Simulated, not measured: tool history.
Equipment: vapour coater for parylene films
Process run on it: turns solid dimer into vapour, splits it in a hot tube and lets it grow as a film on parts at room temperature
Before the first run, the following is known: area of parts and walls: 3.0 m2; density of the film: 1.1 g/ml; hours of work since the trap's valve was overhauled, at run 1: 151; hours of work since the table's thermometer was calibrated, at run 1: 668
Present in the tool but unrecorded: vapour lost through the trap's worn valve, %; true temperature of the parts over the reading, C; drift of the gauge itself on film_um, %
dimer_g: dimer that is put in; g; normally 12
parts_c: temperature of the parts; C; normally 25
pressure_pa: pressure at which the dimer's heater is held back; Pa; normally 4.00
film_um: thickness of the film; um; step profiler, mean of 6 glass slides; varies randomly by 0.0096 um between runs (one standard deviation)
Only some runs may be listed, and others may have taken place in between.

run,hour,dimer_g,parts_c,pressure_pa,hours of work since the trap's valve was overhauled,hours of work since the table's thermometer was calibrated,film_um
1,0.0,12,25,4.00,151,668,2.696
2,18.8,12,21,4.00,164,681,2.946
3,42.0,12,21,4.00,180,697,2.915
4,66.0,12,21,4.00,196,714,2.929
5,81.1,12,25,4.00,207,724,2.681
6,96.1,12,25,4.00,217,734,2.712
7,108.4,12,25,4.00,226,743,2.704
8,132.1,12,25,4.00,242,759,2.704
9,150.0,12,25,4.00,255,772,2.694
10,163.1,12,25,5.22,264,781,2.602
11,181.0,12,25,5.22,276,793,2.581
12,206.7,12,25,5.22,294,811,2.599
13,219.1,12,25,4.00,302,820,2.700
14,231.1,12,25,4.00,311,828,2.668
15,248.6,12,25,5.64,323,840,2.553
16,265.3,12,25,5.64,335,852,2.555
17,288.8,12,25,5.64,351,868,2.525
18,304.9,12,25,5.64,362,879,2.544
19,318.6,12,25,4.00,371,889,2.674
20,342.7,6,25,4.00,388,905,1.341
21,360.8,6,25,4.00,401,918,1.337
22,378.0,12,25,4.00,413,930,2.674
23,393.0,12,25,4.00,423,940,2.674
24,414.9,6,25,4.00,438,955,1.330
25,435.1,6,23,4.37,452,969,1.352
26,454.7,15,28,7.79,466,983,2.852
# hour 468.4: gauge calibrated
27,478.5,8,23,2.33,482,999,2.032
28,490.2,17,29,4.42,490,1008,3.513
29,515.7,14,25,4.00,508,1025,3.173
30,538.4,14,25,4.00,524,1041,3.166
31,562.6,14,25,4.00,541,1058,3.146
32,574.5,8,17,10.25,549,1066,1.833
33,588.9,8,17,10.25,559,1076,1.826
34,602.8,8,17,10.25,568,1086,1.843
# hour 627.2: trap's valve overhauled
35,630.4,8,17,10.25,2,1102,1.835
36,646.2,14,25,3.03,13,1113,3.282
37,661.2,12,29,5.81,24,1123,2.375

What does the tool deliver on the next run?
38,677.3,12,29,5.81,35,1134,?

{"run 38": {"film_um": 2.37}}
Without the tool's hidden state the same run would have given film_um 2.393 um.
